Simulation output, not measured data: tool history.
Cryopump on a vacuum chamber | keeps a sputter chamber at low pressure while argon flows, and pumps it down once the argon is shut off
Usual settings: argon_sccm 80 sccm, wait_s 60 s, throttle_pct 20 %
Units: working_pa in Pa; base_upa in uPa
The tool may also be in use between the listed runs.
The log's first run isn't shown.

run	hour	argon_sccm	wait_s	throttle_pct	hours of work since the pump was warmed up and emptied	hours of work since the cold head was overhauled	hours of work since the chamber's fittings were tightened	working_pa	base_upa
2	18	80	60	20	105	873	1197	0.436	1.53
3	40.8	80	60	20	123	892	1216	0.4375	1.51
4	65.4	80	60	20	143	912	1236	0.437	1.53
5	90.9	80	60	20	164	932	1256	0.4406	1.62
6	106.8	80	60	20	177	945	1269	0.4389	1.54
7	132.9	80	60	20	198	967	1291	0.441	1.53
8	148.6	80	60	20	211	979	1303	0.4385	1.63
9	172.6	80	60	20	231	999	1323	0.443	1.69
10	198.3	80	60	20	252	1020	1344	0.4441	1.66
11	220.1	80	60	20	269	1038	1362	0.4432	1.63
12	242.7	80	60	20	288	1056	1380	0.4473	1.75
13	261.3	80	60	20	303	1071	1395	0.4458	1.75
14	287	80	60	20	324	1092	1416	0.4448	1.83
15	312.7	80	60	20	345	1113	1437	0.4475	1.8
16	338.9	80	60	20	366	1134	1458	0.449	1.91
17	363.4	80	60	20	386	1154	1478	0.4486	1.92
18	377.8	80	60	20	398	1166	1490	0.4544	1.9
19	405.3	108	58	16	420	1189	1513	0.7561	1.93
20	417.8	108	37	16	430	1199	1523	0.7549	2.28
21	439.2	108	49	18	448	1216	1540	0.6815	2.01
22	464.8	108	49	18	469	1237	1561	0.6854	2.13
23	486.2	106	49	26	486	1254	1578	0.4723	2.12

Run 24 comes next. What will it give?
24	504.2	70	49	17	501	1269	1593	?	?

Run 24 gave working_pa 0.4679 Pa, base_upa 2.11 uPa.
Without the tool's hidden state the same run would have given working_pa 0.4451 Pa, base_upa 0.85 uPa.
